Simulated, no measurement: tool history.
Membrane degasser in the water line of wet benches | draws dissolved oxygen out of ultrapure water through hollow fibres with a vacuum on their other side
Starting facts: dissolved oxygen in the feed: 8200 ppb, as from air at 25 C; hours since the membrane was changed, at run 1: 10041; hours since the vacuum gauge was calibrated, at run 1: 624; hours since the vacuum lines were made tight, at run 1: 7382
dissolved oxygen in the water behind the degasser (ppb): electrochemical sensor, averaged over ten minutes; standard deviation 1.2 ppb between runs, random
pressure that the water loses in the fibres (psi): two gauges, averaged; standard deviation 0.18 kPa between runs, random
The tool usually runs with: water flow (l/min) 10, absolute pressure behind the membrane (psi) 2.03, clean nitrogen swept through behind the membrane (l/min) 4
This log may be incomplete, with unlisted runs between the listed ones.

run    hour  water flow (l/min)  absolute pressure behind the membrane (psi)  clean nitrogen swept through behind the membrane (l/min)  hours since the membrane was changed  hours since the vacuum gauge was calibrated  hours since the vacuum lines were made tight  dissolved oxygen in the water behind the degasser (ppb)  pressure that the water loses in the fibres (psi)
  1       0                  10                                         2.03                                                         4                                 10041                                          624                                          7382                                                    121.4                                              5.156
  2   126.4                  10                                         2.03                                                         4                                 10167                                          751                                          7509                                                    120.7                                               5.13
  3   256.8                  10                                         2.03                                                         4                                 10298                                          881                                          7639                                                      121                                              5.142
  4   383.5                  10                                         2.03                                                         4                                 10424                                         1008                                          7766                                                    120.1                                              5.147
  5   659.2                  10                                         2.03                                                         4                                 10700                                         1284                                          8042                                                      123                                              5.176
  6   846.6                  10                                         2.03                                                         4                                 10888                                         1471                                          8229                                                    120.2                                              5.181
     1059.7  -- seals of the vacuum lines changed
  7  1140.3                  10                                         2.03                                                         4                                 11179                                         1763                                            81                                                    120.9                                              5.187
  8  1325.8                  10                                         2.03                                                         4                                 11365                                         1948                                           266                                                    118.8                                              5.204
  9  1596.3                  10                                         2.03                                                         4                                 11635                                         2219                                           537                                                    118.6                                              5.195
 10  1853.1                  10                                         2.03                                                         4                                 11892                                         2476                                           793                                                      120                                              5.159
 11  2095.3                  10                                         2.03                                                         4                                 12134                                         2718                                          1036                                                    119.4                                              5.153
 12  2236.3                  10                                         2.03                                                         4                                 12275                                         2859                                          1177                                                    120.7                                              5.175
 13  2519.2                  10                                         2.03                                                         4                                 12558                                         3142                                          1459                                                    121.6                                              5.169
 14  2691.9                  10                                         2.03                                                         4                                 12731                                         3314                                          1632                                                    120.3                                              5.158
 15  2905.8                  10                                         2.03                                                         4                                 12945                                         3528                                          1846                                                    120.7                                              5.159
 16  3035.7                  10                                         2.03                                                         4                                 13075                                         3658                                          1976                                                      119                                              5.175
 17  3207.8                  10                                         4.22                                                         4                                 13247                                         3830                                          2148                                                    214.2                                              5.185
     3246.4  -- vacuum gauge calibrated
 18  3440.3                   6                                         4.99                                                      5.73                                 13479                                          194                                          2380                                                    105.8                                              3.124
 19    3572                  10                                         4.74                                                      10.3                                 13611                                          326                                          2512                                                    125.3                                              5.189
 20  3768.1                  10                                         4.74                                                      10.3                                 13807                                          522                                          2708                                                    126.5                                              5.207
 21  4035.1                  15                                         3.21                                                      4.26                                 14074                                          789                                          2975                                                      257                                              7.732
 22  4281.6                  15                                         2.32                                                         4                                 14320                                         1035                                          3221                                                    212.6                                              7.775
     4461.7  -- membrane cartridge changed
 23  4550.5                  14                                         3.21                                                     10.66                                    89                                         1300                                          3486                                                    152.5                                              7.208
 24  4754.2                  15                                         1.83                                                      1.89                                   293                                         1504                                          3690                                                    269.7                                              7.749
 25  4954.2                   7                                         2.03                                                      3.87                                   493                                         1704                                          3890                                                     77.5                                              3.609
 26  5182.5                   7                                         2.03                                                      3.87                                   721                                         1932                                          4118                                                     78.9                                              3.643

Expected results for the next run?
 27  5305.1                  12                                         3.21                                                     10.09                                   843                                         2055                                          4241                                                        ?                                                  ?

{"run 27": {"dissolved oxygen in the water behind the degasser (ppb)": 127.7, "pressure that the water loses in the fibres (psi)": 6.235}}
The same run, on a tool lacking any hidden state, would have yielded dissolved oxygen in the water behind the degasser (ppb) 127.7, pressure that the water loses in the fibres (psi) 6.235.
